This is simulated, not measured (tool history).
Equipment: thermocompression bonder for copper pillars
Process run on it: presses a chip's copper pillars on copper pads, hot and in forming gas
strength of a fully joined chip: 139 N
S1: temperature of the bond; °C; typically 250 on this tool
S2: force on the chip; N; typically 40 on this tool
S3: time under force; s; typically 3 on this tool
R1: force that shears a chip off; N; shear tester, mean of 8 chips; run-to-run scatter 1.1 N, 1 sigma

| run | day | S1 | S2 | S3 | R1 |
|---|---|---|---|---|---|
| 1 | 0.000 | 250 | 40 | 3 | 92.3 |
| 2 | 1.458 | 250 | 40 | 7 | 110.6 |
| 3 | 2.392 | 230 | 40 | 3 | 73.4 |
|  | 3.096 | forming gas filter changed |
| 4 | 3.400 | 235 | 40 | 3 | 82.3 |
| 5 | 5.067 | 235 | 40 | 3 | 82.8 |
| 6 | 6.233 | 235 | 40 | 3 | 79.2 |

For run 7, what comes out?
| 7 | 7.588 | 235 | 40 | 3 | ? |

For run 7 the tool returned R1 78.6 N.
Take away the tool's hidden state, keep the run-to-run variation as it was, and the same run would have given R1 85.3 N.

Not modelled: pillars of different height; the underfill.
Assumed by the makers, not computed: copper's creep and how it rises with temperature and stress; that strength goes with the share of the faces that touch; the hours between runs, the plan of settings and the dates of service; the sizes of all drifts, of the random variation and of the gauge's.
